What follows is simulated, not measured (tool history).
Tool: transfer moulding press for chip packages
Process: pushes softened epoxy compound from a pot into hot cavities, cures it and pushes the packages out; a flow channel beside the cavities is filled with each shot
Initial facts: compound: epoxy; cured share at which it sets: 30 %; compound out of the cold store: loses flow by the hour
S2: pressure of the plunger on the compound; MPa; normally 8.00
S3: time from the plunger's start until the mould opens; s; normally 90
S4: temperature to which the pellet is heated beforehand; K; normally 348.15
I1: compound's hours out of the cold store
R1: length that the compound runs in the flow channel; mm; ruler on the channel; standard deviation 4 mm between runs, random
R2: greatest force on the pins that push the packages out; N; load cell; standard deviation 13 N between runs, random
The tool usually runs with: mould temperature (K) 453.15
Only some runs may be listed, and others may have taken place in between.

run 1 hour=0.0 | mould_temperature_(K)=453.15 S2=8.00 S3=90 S4=348.15 | I1=17.6 | R1=1001 R2=918
run 2 hour=6.1 | mould_temperature_(K)=453.15 S2=8.00 S3=90 S4=348.15 | I1=22.5 | R1=981 R2=949
run 3 hour=13.1 | mould_temperature_(K)=453.15 S2=8.00 S3=90 S4=348.15 | I1=18.9 | R1=998 R2=987
run 4 hour=20.2 | mould_temperature_(K)=453.15 S2=8.30 S3=90 S4=348.15 | I1=9.9 | R1=1061 R2=1010
run 5 hour=27.9 | mould_temperature_(K)=453.15 S2=8.30 S3=90 S4=348.15 | I1=36.8 | R1=940 R2=1033
run 6 hour=33.9 | mould_temperature_(K)=453.15 S2=8.30 S3=90 S4=348.15 | I1=42.0 | R1=918 R2=1003
run 7 hour=40.0 | mould_temperature_(K)=453.15 S2=8.30 S3=90 S4=348.15 | I1=32.0 | R1=965 R2=1082
run 8 hour=45.0 | mould_temperature_(K)=453.15 S2=8.30 S3=90 S4=348.15 | I1=23.9 | R1=996 R2=1086
-- hour=48.0 mould's thermocouples calibrated
-- hour=52.5 cavities cleaned with cleaning compound and waxed
run 9 hour=57.0 | mould_temperature_(K)=453.15 S2=8.30 S3=90 S4=348.15 | I1=43.1 | R1=918 R2=659
run 10 hour=68.1 | mould_temperature_(K)=453.15 S2=8.30 S3=90 S4=348.15 | I1=25.7 | R1=989 R2=760
run 11 hour=76.0 | mould_temperature_(K)=453.15 S2=8.00 S3=105 S4=348.15 | I1=46.8 | R1=888 R2=654
run 12 hour=85.9 | mould_temperature_(K)=453.15 S2=8.00 S3=90 S4=348.15 | I1=31.0 | R1=940 R2=914
run 13 hour=90.6 | mould_temperature_(K)=453.15 S2=6.55 S3=90 S4=348.15 | I1=10.4 | R1=933 R2=1006
run 14 hour=99.8 | mould_temperature_(K)=453.15 S2=6.55 S3=90 S4=348.15 | I1=41.4 | R1=819 R2=997
run 15 hour=106.9 | mould_temperature_(K)=453.15 S2=8.00 S3=86 S4=348.15 | I1=39.2 | R1=909 R2=1109
-- hour=117.9 mould's thermocouples calibrated, once more
run 16 hour=120.2 | mould_temperature_(K)=448.15 S2=6.04 S3=90 S4=351.15 | I1=18.7 | R1=895 R2=1547

The next listed run, before its measurement:
run 17 hour=125.8 | mould_temperature_(K)=448.15 S2=6.04 S3=90 S4=351.15 | I1=32.7 | R1=? R2=?

{"run 17": {"R1": 830, "R2": 1498}}
Were there no unlogged condition in the tool, this run, its random variation unchanged, would have produced R1 846 mm, R2 854 N.

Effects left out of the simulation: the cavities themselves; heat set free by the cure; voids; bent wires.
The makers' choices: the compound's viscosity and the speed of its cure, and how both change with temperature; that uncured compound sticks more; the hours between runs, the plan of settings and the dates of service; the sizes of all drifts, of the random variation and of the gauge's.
